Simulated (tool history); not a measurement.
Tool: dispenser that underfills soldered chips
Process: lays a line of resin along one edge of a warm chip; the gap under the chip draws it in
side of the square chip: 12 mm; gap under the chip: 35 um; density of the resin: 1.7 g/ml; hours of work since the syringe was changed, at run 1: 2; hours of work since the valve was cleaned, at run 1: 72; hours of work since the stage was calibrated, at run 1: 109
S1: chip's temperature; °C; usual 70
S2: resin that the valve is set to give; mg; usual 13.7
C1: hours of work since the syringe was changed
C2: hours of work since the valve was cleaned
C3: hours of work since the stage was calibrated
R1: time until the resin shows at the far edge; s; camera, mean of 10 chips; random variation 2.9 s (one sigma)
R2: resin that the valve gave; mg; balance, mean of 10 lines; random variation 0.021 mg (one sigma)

| run | hour | S1 | S2 | C1 | C2 | C3 | R1 | R2 |
|---|---|---|---|---|---|---|---|---|
| 1 | 0.0 | 70 | 13.7 | 2 | 72 | 109 | 312.0 | 13.40 |
| 2 | 6.3 | 62 | 13.7 | 6 | 75 | 113 | 530.1 | 13.38 |
| 3 | 13.1 | 62 | 13.7 | 11 | 80 | 117 | 647.2 | 13.33 |
|  | 15.3 | new syringe of resin |
| 4 | 18.4 | 70 | 13.7 | 2 | 83 | 120 | 302.5 | 13.32 |
| 5 | 24.2 | 70 | 13.7 | 5 | 86 | 124 | 356.5 | 13.33 |
| 6 | 33.0 | 70 | 13.7 | 11 | 92 | 129 | 455.6 | 13.29 |
|  | 35.0 | new syringe of resin |
| 7 | 42.7 | 81 | 13.7 | 5 | 97 | 135 | 213.1 | 13.28 |
|  | 48.2 | dispensing valve cleaned and set on the balance |
| 8 | 49.1 | 70 | 13.7 | 8 | 1 | 138 | 399.1 | 13.70 |
|  | 55.5 | new syringe of resin |
| 9 | 58.0 | 70 | 13.7 | 2 | 6 | 143 | 297.2 | 13.64 |
| 10 | 66.5 | 65 | 13.7 | 7 | 11 | 149 | 472.4 | 13.64 |
| 11 | 70.9 | 70 | 13.7 | 10 | 14 | 151 | 429.1 | 13.63 |
|  | 75.0 | new syringe of resin |
| 12 | 78.8 | 70 | 13.7 | 2 | 18 | 156 | 308.8 | 13.61 |
| 13 | 83.6 | 70 | 13.7 | 5 | 21 | 159 | 352.3 | 13.65 |
| 14 | 91.6 | 70 | 13.7 | 10 | 26 | 164 | 447.3 | 13.57 |
|  | 94.7 | new syringe of resin |
| 15 | 101.7 | 72 | 13.7 | 4 | 32 | 170 | 310.1 | 13.54 |
| 16 | 109.1 | 72 | 13.7 | 9 | 37 | 174 | 386.8 | 13.53 |
|  | 114.4 | new syringe of resin |
| 17 | 114.9 | 60 | 12.1 | 0 | 40 | 178 | 438.9 | 11.95 |
| 18 | 119.8 | 68 | 11.9 | 3 | 43 | 181 | 361.8 | 11.76 |
| 19 | 124.7 | 60 | 16.0 | 6 | 46 | 184 | 565.3 | 15.74 |
| 20 | 129.6 | 69 | 15.7 | 9 | 49 | 187 | 437.1 | 15.44 |
|  | 133.6 | new syringe of resin |
| 21 | 139.7 | 73 | 16.4 | 4 | 55 | 193 | 290.9 | 16.09 |
| 22 | 146.7 | 82 | 14.2 | 8 | 60 | 197 | 244.4 | 13.89 |
| 23 | 151.7 | 62 | 11.8 | 11 | 63 | 200 | 693.3 | 11.56 |
|  | 152.7 | new syringe of resin |
| 24 | 162.0 | 80 | 13.9 | 6 | 69 | 206 | 233.4 | 13.60 |
| 25 | 168.9 | 80 | 13.9 | 10 | 73 | 211 | 280.0 | 13.60 |
|  | 171.9 | new syringe of resin |
| 26 | 178.2 | 63 | 13.5 | 4 | 79 | 216 | 451.5 | 13.17 |
| 27 | 184.2 | 63 | 13.5 | 8 | 82 | 220 | 521.7 | 13.14 |
| 28 | 189.3 | 81 | 14.0 | 11 | 85 | 223 | 283.9 | 13.59 |
|  | 191.2 | new syringe of resin |
| 29 | 194.8 | 82 | 14.8 | 2 | 89 | 226 | 179.3 | 14.41 |

Hidden state or all else? Some run-to-run changes of R1, split into what the settings, what came in and random variation would give without the hidden state, and what is left for the hidden state (with any gauge scatter that isn't in both results):
The hidden state here: resin's viscosity, % of fresh resin's; dose that the valve gives, % of what is set; true chip temperature over the reading, C; drift of the gauge itself on fill_s, %; drift of the gauge itself on given_mg, %.
Run 3 -> 4: S1 62 -> 70, new syringe of resin. R1 -344.7 s: hidden state -218.7, all else -126.0.
Run 22 -> 23: S1 82 -> 62, S2 14.2 -> 11.8. R1 +448.9 s: hidden state +197.4, all else +251.5.
Run 23 -> 24: S1 62 -> 80, S2 11.8 -> 13.9, new syringe of resin. R1 -459.9 s: hidden state -224.6, all else -235.3.
